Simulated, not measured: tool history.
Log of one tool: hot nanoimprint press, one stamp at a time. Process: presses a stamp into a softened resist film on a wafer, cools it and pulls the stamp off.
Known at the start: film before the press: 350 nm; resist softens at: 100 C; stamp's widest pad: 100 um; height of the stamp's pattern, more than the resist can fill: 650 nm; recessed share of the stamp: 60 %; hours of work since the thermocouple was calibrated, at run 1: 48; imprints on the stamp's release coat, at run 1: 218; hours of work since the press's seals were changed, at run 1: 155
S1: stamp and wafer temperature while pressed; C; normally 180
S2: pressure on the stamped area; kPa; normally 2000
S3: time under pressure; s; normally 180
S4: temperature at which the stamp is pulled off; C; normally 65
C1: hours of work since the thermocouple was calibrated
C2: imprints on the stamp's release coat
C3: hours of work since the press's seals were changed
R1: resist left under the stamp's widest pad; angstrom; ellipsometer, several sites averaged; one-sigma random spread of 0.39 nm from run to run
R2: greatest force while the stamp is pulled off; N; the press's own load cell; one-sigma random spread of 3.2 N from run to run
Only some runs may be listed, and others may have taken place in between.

Run 1, day 0: usual settings; C1 48; C2 218; C3 155. Result: R1 1275 angstrom, R2 158 N.
Run 2, day 1.871: usual settings but S1 175 C; C1 77; C2 350; C3 184. Result: R1 1460 angstrom, R2 163 N.
Run 3, day 3.638: usual settings but S1 175 C; C1 105; C2 474; C3 212. Result: R1 1456 angstrom, R2 173 N.
Run 4, day 5.754: usual settings but S4 53 C; C1 138; C2 623; C3 245. Result: R1 1270 angstrom, R2 216 N.
At day 6.083: plate thermocouple calibrated.
Run 5, day 7.129: usual settings but S3 99 s; C1 16; C2 710; C3 264. Result: R1 1549 angstrom, R2 179 N.
Run 6, day 8.592: usual settings but S2 1840 kPa; C1 39; C2 814; C3 287. Result: R1 1321 angstrom, R2 188 N.
Run 7, day 10.017: usual settings but S3 92 s; C1 61; C2 914; C3 309. Result: R1 1585 angstrom, R2 191 N.
Run 8, day 12.429: usual settings but S1 176 C, S2 2970 kPa, S3 313 s; C1 99; C2 1083; C3 347. Result: R1 909 angstrom, R2 205 N.
At day 14.171: stamp cleaned and given a new release coat.
Run 9, day 14.421: usual settings but S1 176 C, S2 2970 kPa, S3 313 s; C1 126; C2 18; C3 374. Result: R1 909 angstrom, R2 149 N.
Run 10, day 15.762: usual settings but S1 176 C, S2 2970 kPa, S3 99 s; C1 147; C2 112; C3 395. Result: R1 1368 angstrom, R2 151 N.
At day 17.158: plate thermocouple calibrated, once more.
Run 11, day 18.146: usual settings but S1 176 C, S2 2970 kPa, S3 99 s; C1 15; C2 271; C3 430. Result: R1 1426 angstrom, R2 161 N.
Run 12, day 20.146: usual settings but S1 176 C, S2 2970 kPa, S3 99 s; C1 47; C2 412; C3 461. Result: R1 1418 angstrom, R2 165 N.
Run 13, day 22.783: usual settings but S1 182 C, S3 197 s, S4 68 C; C1 88; C2 597; C3 502. Result: R1 1183 angstrom, R2 173 N.
Run 14, day 24.812: usual settings but S1 182 C, S3 197 s, S4 68 C; C1 119; C2 740; C3 534. Result: R1 1175 angstrom, R2 177 N.

Branching from run 14: 5 alternative next runs. What would each branch give?
Run A, day 26.329: usual settings but S1 182 C, S2 1560 kPa, S3 197 s, S4 58 C; C1 143; C2 847; C3 557. Result: R1 ?, R2 ?.
Run B, day 26.329: usual settings but S1 172 C, S3 216 s; C1 143; C2 847; C3 557. Result: R1 ?, R2 ?.
Run C, day 26.329: usual settings but S1 185 C, S2 2380 kPa, S3 197 s, S4 68 C; C1 143; C2 847; C3 557. Result: R1 ?, R2 ?.
Run D, day 26.329: usual settings but S1 179 C, S3 143 s, S4 66 C; C1 143; C2 847; C3 557. Result: R1 ?, R2 ?.
Run E, day 26.329: usual settings but S2 2510 kPa, S4 67 C; C1 143; C2 847; C3 557. Result: R1 ?, R2 ?.

run    R1   R2
  A  1357  217
  B  1494  188
  C   995  186
  D  1430  193
  E  1135  191
Stripped of hidden state, with their random variation kept, the same runs would have yielded:
run    R1   R2
  A  1363  170
  B  1498  148
  C   987  147
  D  1429  151
  E  1127  150
